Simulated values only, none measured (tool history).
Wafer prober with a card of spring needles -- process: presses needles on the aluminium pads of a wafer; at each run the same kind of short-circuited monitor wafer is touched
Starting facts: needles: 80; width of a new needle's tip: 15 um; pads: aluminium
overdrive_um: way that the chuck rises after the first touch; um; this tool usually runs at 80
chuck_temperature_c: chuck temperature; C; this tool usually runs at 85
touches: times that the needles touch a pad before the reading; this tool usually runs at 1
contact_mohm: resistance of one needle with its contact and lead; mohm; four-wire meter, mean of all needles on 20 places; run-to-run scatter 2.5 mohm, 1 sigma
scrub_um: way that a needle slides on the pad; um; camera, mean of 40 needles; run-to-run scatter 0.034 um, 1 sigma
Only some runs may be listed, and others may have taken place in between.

{"run": 1, "hour": 0.0, "overdrive_um": 80, "chuck_temperature_c": 85, "touches": 1, "contact_mohm": 286, "scrub_um": 9.82}
{"hour": 8.4, "done": "tips cleaned on abrasive film"}
{"hour": 18.9, "done": "tips cleaned on abrasive film"}
{"hour": 27.4, "done": "tips cleaned on abrasive film"}
{"hour": 35.8, "done": "tips cleaned on abrasive film"}
{"hour": 46.3, "done": "tips cleaned on abrasive film"}
{"run": 2, "hour": 49.5, "overdrive_um": 80, "chuck_temperature_c": 85, "touches": 1, "contact_mohm": 286, "scrub_um": 9.81}
{"hour": 55.8, "done": "tips cleaned on abrasive film"}
{"hour": 64.2, "done": "tips cleaned on abrasive film"}
{"hour": 74.7, "done": "tips cleaned on abrasive film"}
{"hour": 83.2, "done": "tips cleaned on abrasive film"}
{"run": 3, "hour": 84.8, "overdrive_um": 80, "chuck_temperature_c": 72, "touches": 1, "contact_mohm": 283, "scrub_um": 9.78}
{"hour": 93.3, "done": "tips cleaned on abrasive film"}
{"hour": 101.7, "done": "tips cleaned on abrasive film"}
{"hour": 112.2, "done": "tips cleaned on abrasive film"}
{"hour": 122.7, "done": "tips cleaned on abrasive film"}
{"run": 4, "hour": 129.2, "overdrive_um": 80, "chuck_temperature_c": 72, "touches": 1, "contact_mohm": 280, "scrub_um": 9.78}
{"hour": 131.3, "done": "tips cleaned on abrasive film"}
{"hour": 135.8, "done": "height of the first contact set anew"}
{"hour": 140.1, "done": "tips cleaned on abrasive film"}
{"hour": 150.6, "done": "tips cleaned on abrasive film"}
{"hour": 161.1, "done": "tips cleaned on abrasive film"}
{"hour": 169.5, "done": "tips cleaned on abrasive film"}
{"hour": 180.0, "done": "tips cleaned on abrasive film"}
{"run": 5, "hour": 182.2, "overdrive_um": 82, "chuck_temperature_c": 85, "touches": 1, "contact_mohm": 285, "scrub_um": 10.01}
{"hour": 188.5, "done": "tips cleaned on abrasive film"}
{"hour": 197.0, "done": "tips cleaned on abrasive film"}
{"hour": 207.5, "done": "tips cleaned on abrasive film"}
{"hour": 218.0, "done": "tips cleaned on abrasive film"}
{"run": 6, "hour": 222.0, "overdrive_um": 82, "chuck_temperature_c": 85, "touches": 1, "contact_mohm": 287, "scrub_um": 9.96}
{"hour": 228.3, "done": "tips cleaned on abrasive film"}
{"hour": 238.8, "done": "tips cleaned on abrasive film"}
{"hour": 247.2, "done": "tips cleaned on abrasive film"}
{"hour": 257.7, "done": "tips cleaned on abrasive film"}
{"hour": 266.2, "done": "tips cleaned on abrasive film"}
{"hour": 274.6, "done": "tips cleaned on abrasive film"}
{"run": 7, "hour": 274.6, "overdrive_um": 80, "chuck_temperature_c": 69, "touches": 1, "contact_mohm": 280, "scrub_um": 9.69}
{"hour": 283.3, "done": "tips cleaned on abrasive film"}
{"hour": 291.8, "done": "tips cleaned on abrasive film"}
{"hour": 302.3, "done": "tips cleaned on abrasive film"}
{"hour": 310.7, "done": "tips cleaned on abrasive film"}
{"hour": 319.1, "done": "tips cleaned on abrasive film"}
{"hour": 327.6, "done": "tips cleaned on abrasive film"}
{"run": 8, "hour": 327.6, "overdrive_um": 80, "chuck_temperature_c": 69, "touches": 1, "contact_mohm": 279, "scrub_um": 9.75}
{"hour": 338.1, "done": "tips cleaned on abrasive film"}
{"hour": 346.5, "done": "tips cleaned on abrasive film"}
{"hour": 354.9, "done": "tips cleaned on abrasive film"}
{"hour": 363.4, "done": "tips cleaned on abrasive film"}
{"run": 9, "hour": 367.7, "overdrive_um": 80, "chuck_temperature_c": 85, "touches": 1, "contact_mohm": 288, "scrub_um": 9.75}
{"hour": 372.0, "done": "tips cleaned on abrasive film"}
{"hour": 380.4, "done": "tips cleaned on abrasive film"}
{"hour": 390.9, "done": "tips cleaned on abrasive film"}
{"hour": 399.3, "done": "tips cleaned on abrasive film"}
{"run": 10, "hour": 405.0, "overdrive_um": 80, "chuck_temperature_c": 85, "touches": 2, "contact_mohm": 287, "scrub_um": 9.63}
{"hour": 409.2, "done": "tips cleaned on abrasive film"}
{"hour": 417.6, "done": "tips cleaned on abrasive film"}
{"hour": 426.1, "done": "tips cleaned on abrasive film"}
{"hour": 434.5, "done": "tips cleaned on abrasive film"}
{"hour": 442.9, "done": "tips cleaned on abrasive film"}
{"hour": 453.4, "done": "tips cleaned on abrasive film"}
{"run": 11, "hour": 456.4, "overdrive_um": 80, "chuck_temperature_c": 85, "touches": 1, "contact_mohm": 283, "scrub_um": 9.68}
{"hour": 462.8, "done": "tips cleaned on abrasive film"}
{"hour": 473.3, "done": "tips cleaned on abrasive film"}
{"run": 12, "hour": 479.1, "overdrive_um": 80, "chuck_temperature_c": 85, "touches": 1, "contact_mohm": 287, "scrub_um": 9.72}
{"hour": 483.3, "done": "tips cleaned on abrasive film"}
{"hour": 485.7, "done": "height of the first contact set anew"}
{"hour": 492.0, "done": "tips cleaned on abrasive film"}
{"hour": 502.6, "done": "tips cleaned on abrasive film"}
{"hour": 511.0, "done": "tips cleaned on abrasive film"}
{"hour": 519.4, "done": "tips cleaned on abrasive film"}
{"hour": 527.8, "done": "tips cleaned on abrasive film"}
{"run": 13, "hour": 528.0, "overdrive_um": 80, "chuck_temperature_c": 85, "touches": 1, "contact_mohm": 286, "scrub_um": 9.69}
{"hour": 536.5, "done": "tips cleaned on abrasive film"}
{"hour": 544.9, "done": "tips cleaned on abrasive film"}
{"hour": 553.3, "done": "tips cleaned on abrasive film"}
{"hour": 561.7, "done": "tips cleaned on abrasive film"}
{"run": 14, "hour": 561.8, "overdrive_um": 63, "chuck_temperature_c": 110, "touches": 3, "contact_mohm": 303, "scrub_um": 7.68}
{"hour": 570.3, "done": "tips cleaned on abrasive film"}
{"hour": 578.7, "done": "tips cleaned on abrasive film"}
{"hour": 588.6, "done": "tips cleaned on abrasive film"}
{"run": 15, "hour": 588.6, "overdrive_um": 79, "chuck_temperature_c": 85, "touches": 2, "contact_mohm": 287, "scrub_um": 9.46}
{"hour": 599.1, "done": "tips cleaned on abrasive film"}
{"hour": 607.5, "done": "tips cleaned on abrasive film"}
{"hour": 615.9, "done": "tips cleaned on abrasive film"}
{"hour": 626.4, "done": "tips cleaned on abrasive film"}
{"run": 16, "hour": 630.6, "overdrive_um": 75, "chuck_temperature_c": 34, "touches": 2, "contact_mohm": 272, "scrub_um": 8.97}
{"hour": 636.9, "done": "tips cleaned on abrasive film"}
{"hour": 645.3, "done": "tips cleaned on abrasive film"}
{"hour": 653.7, "done": "tips cleaned on abrasive film"}
{"hour": 664.3, "done": "tips cleaned on abrasive film"}
{"hour": 672.7, "done": "tips cleaned on abrasive film"}
{"run": 17, "hour": 678.7, "overdrive_um": 75, "chuck_temperature_c": 34, "touches": 2, "contact_mohm": 274, "scrub_um": 9.08}
{"hour": 682.9, "done": "tips cleaned on abrasive film"}
{"hour": 691.3, "done": "tips cleaned on abrasive film"}
{"hour": 693.4, "done": "gauge calibrated"}
{"hour": 701.8, "done": "tips cleaned on abrasive film"}
{"hour": 710.3, "done": "tips cleaned on abrasive film"}
{"run": 18, "hour": 715.7, "overdrive_um": 74, "chuck_temperature_c": 34, "touches": 2, "contact_mohm": 272, "scrub_um": 9.06}
{"hour": 720.0, "done": "tips cleaned on abrasive film"}
{"hour": 728.4, "done": "tips cleaned on abrasive film"}
{"hour": 736.8, "done": "tips cleaned on abrasive film"}
{"hour": 745.3, "done": "tips cleaned on abrasive film"}
{"run": 19, "hour": 748.4, "overdrive_um": 74, "chuck_temperature_c": 34, "touches": 2, "contact_mohm": 273, "scrub_um": 9.11}
{"hour": 754.7, "done": "tips cleaned on abrasive film"}
{"hour": 763.1, "done": "tips cleaned on abrasive film"}
{"hour": 773.6, "done": "tips cleaned on abrasive film"}
{"hour": 784.1, "done": "tips cleaned on abrasive film"}
{"hour": 792.6, "done": "tips cleaned on abrasive film"}
{"run": 20, "hour": 797.1, "overdrive_um": 80, "chuck_temperature_c": 85, "touches": 1, "contact_mohm": 289, "scrub_um": 9.77}
{"hour": 801.4, "done": "tips cleaned on abrasive film"}
{"hour": 811.9, "done": "tips cleaned on abrasive film"}
{"hour": 820.3, "done": "tips cleaned on abrasive film"}
{"run": 21, "hour": 820.8, "overdrive_um": 80, "chuck_temperature_c": 85, "touches": 1, "contact_mohm": 285, "scrub_um": 9.79}
{"hour": 829.2, "done": "tips cleaned on abrasive film"}
{"hour": 835.8, "done": "height of the first contact set anew"}
{"hour": 838.0, "done": "tips cleaned on abrasive film"}
{"hour": 846.4, "done": "tips cleaned on abrasive film"}
{"hour": 854.8, "done": "tips cleaned on abrasive film"}
{"run": 22, "hour": 857.4, "overdrive_um": 82, "chuck_temperature_c": 85, "touches": 1, "contact_mohm": 288, "scrub_um": 9.97}
{"hour": 863.8, "done": "tips cleaned on abrasive film"}
{"hour": 872.2, "done": "tips cleaned on abrasive film"}
{"hour": 880.6, "done": "tips cleaned on abrasive film"}
{"run": 23, "hour": 883.2, "overdrive_um": 92, "chuck_temperature_c": 37, "touches": 1, "contact_mohm": 271, "scrub_um": 11.25}
{"hour": 889.5, "done": "tips cleaned on abrasive film"}
{"hour": 897.9, "done": "tips cleaned on abrasive film"}
{"run": 24, "hour": 905.9, "overdrive_um": 68, "chuck_temperature_c": 31, "touches": 2, "contact_mohm": 273, "scrub_um": 8.31}
{"hour": 908.0, "done": "tips cleaned on abrasive film"}
{"hour": 918.5, "done": "tips cleaned on abrasive film"}
{"hour": 927.0, "done": "tips cleaned on abrasive film"}
{"run": 25, "hour": 928.1, "overdrive_um": 92, "chuck_temperature_c": 85, "touches": 2, "contact_mohm": 284, "scrub_um": 11.17}

What if the next run were any one of these 4? Each begins from the tool's condition after run 25:
{"hour": 936.5, "done": "tips cleaned on abrasive film"}
{"hour": 944.9, "done": "tips cleaned on abrasive film"}
{"hour": 953.3, "done": "tips cleaned on abrasive film"}
{"hour": 961.8, "done": "tips cleaned on abrasive film"}
{"run": "A", "hour": 962.1, "overdrive_um": 92, "chuck_temperature_c": 85, "touches": 2, "contact_mohm": "?", "scrub_um": "?"}
{"hour": 936.5, "done": "tips cleaned on abrasive film"}
{"hour": 944.9, "done": "tips cleaned on abrasive film"}
{"hour": 953.3, "done": "tips cleaned on abrasive film"}
{"hour": 961.8, "done": "tips cleaned on abrasive film"}
{"run": "B", "hour": 962.1, "overdrive_um": 64, "chuck_temperature_c": 54, "touches": 2, "contact_mohm": "?", "scrub_um": "?"}
{"hour": 936.5, "done": "tips cleaned on abrasive film"}
{"hour": 944.9, "done": "tips cleaned on abrasive film"}
{"hour": 953.3, "done": "tips cleaned on abrasive film"}
{"hour": 961.8, "done": "tips cleaned on abrasive film"}
{"run": "C", "hour": 962.1, "overdrive_um": 92, "chuck_temperature_c": 41, "touches": 2, "contact_mohm": "?", "scrub_um": "?"}
{"hour": 936.5, "done": "tips cleaned on abrasive film"}
{"hour": 944.9, "done": "tips cleaned on abrasive film"}
{"hour": 953.3, "done": "tips cleaned on abrasive film"}
{"hour": 961.8, "done": "tips cleaned on abrasive film"}
{"run": "D", "hour": 962.1, "overdrive_um": 93, "chuck_temperature_c": 78, "touches": 1, "contact_mohm": "?", "scrub_um": "?"}

run=A contact_mohm=283 scrub_um=11.19
run=B contact_mohm=279 scrub_um=7.82
run=C contact_mohm=269 scrub_um=11.2
run=D contact_mohm=281 scrub_um=11.35
Without the tool's hidden state the same runs would have given:
run=A contact_mohm=283 scrub_um=11.27
run=B contact_mohm=279 scrub_um=7.88
run=C contact_mohm=269 scrub_um=11.28
run=D contact_mohm=281 scrub_um=11.43
